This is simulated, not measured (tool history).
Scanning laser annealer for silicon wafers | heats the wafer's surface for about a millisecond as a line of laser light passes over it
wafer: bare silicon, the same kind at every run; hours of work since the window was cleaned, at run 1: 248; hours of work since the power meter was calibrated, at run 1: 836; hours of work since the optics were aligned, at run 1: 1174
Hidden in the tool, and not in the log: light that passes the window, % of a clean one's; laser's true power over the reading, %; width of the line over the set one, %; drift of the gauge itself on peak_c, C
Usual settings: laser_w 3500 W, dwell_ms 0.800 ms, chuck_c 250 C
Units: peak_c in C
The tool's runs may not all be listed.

run     day  laser_w  dwell_ms  chuck_c  hours of work since the window was cleaned  hours of work since the power meter was calibrated  hours of work since the optics were aligned  peak_c
  1   0.000     3500     0.800      250                                         248                                                 836                                         1174     992
  2   1.408     3500     0.800      250                                         268                                                 856                                         1193     991
  3   3.612     3500     0.800      250                                         298                                                 886                                         1224     987
  4   5.796     3500     0.800      250                                         328                                                 916                                         1254     979
  5   7.983     3205     0.800      250                                         358                                                 946                                         1284     907
      9.838  -- window over the wafer cleaned
  6  10.525     3205     0.800      250                                           9                                                 980                                         1318     954
  7  12.550     3205     0.800      250                                          37                                                1008                                         1346     950
  8  13.829     3205     0.800      250                                          55                                                1026                                         1363     944
  9  16.538     3205     0.800      250                                          92                                                1063                                         1401     942
 10  17.896     3500     0.800      247                                         111                                                1082                                         1419    1010
 11  20.208     3500     0.800      247                                         143                                                1114                                         1451    1004
 12  22.867     3500     0.800      247                                         179                                                1150                                         1488    1005
 13  25.654     3500     0.800      247                                         218                                                1189                                         1526     994
 14  27.088     3617     0.974      245                                         237                                                1208                                         1546    1102
 15  28.608     3617     0.974      245                                         258                                                1229                                         1567    1096
 16  30.638     3617     0.974      245                                         286                                                1257                                         1595    1096
     32.271  -- optics aligned, line set to its width
 17  33.700     3067     0.625      215                                         326                                                1296                                           20     779
 18  36.512     3500     0.783      250                                         364                                                1335                                           58     984
     37.950  -- window over the wafer cleaned
 19  38.329     2976     0.961      279                                           5                                                1359                                           82     998
 20  39.517     3500     0.626      266                                          22                                                1375                                           99     962
 21  41.117     3500     0.626      266                                          44                                                1397                                          121     962
 22  42.588     3500     0.626      266                                          64                                                1418                                          141     958
 23  44.804     3654     0.942      266                                          94                                                1448                                          171    1160
 24  46.608     3294     0.705      234                                         119                                                1473                                          196     913
 25  49.458     3294     0.665      267                                         158                                                1512                                          236     921
 26  52.383     2992     0.575      237                                         199                                                1553                                          276     776

3 ways to go on from here, each from the tool as it stands after run 26. What would each give?
  A  54.675     3034     0.643      234                                         230                                                1584                                          307       ?
  B  54.675     3830     0.831      237                                         230                                                1584                                          307       ?
  C  54.675     3803     0.800      250                                         230                                                1584                                          307       ?

run  peak_c
  A     810
  B    1099
  C    1083
Without the tool's hidden state the same runs would have given:
run  peak_c
  A     831
  B    1130
  C    1114
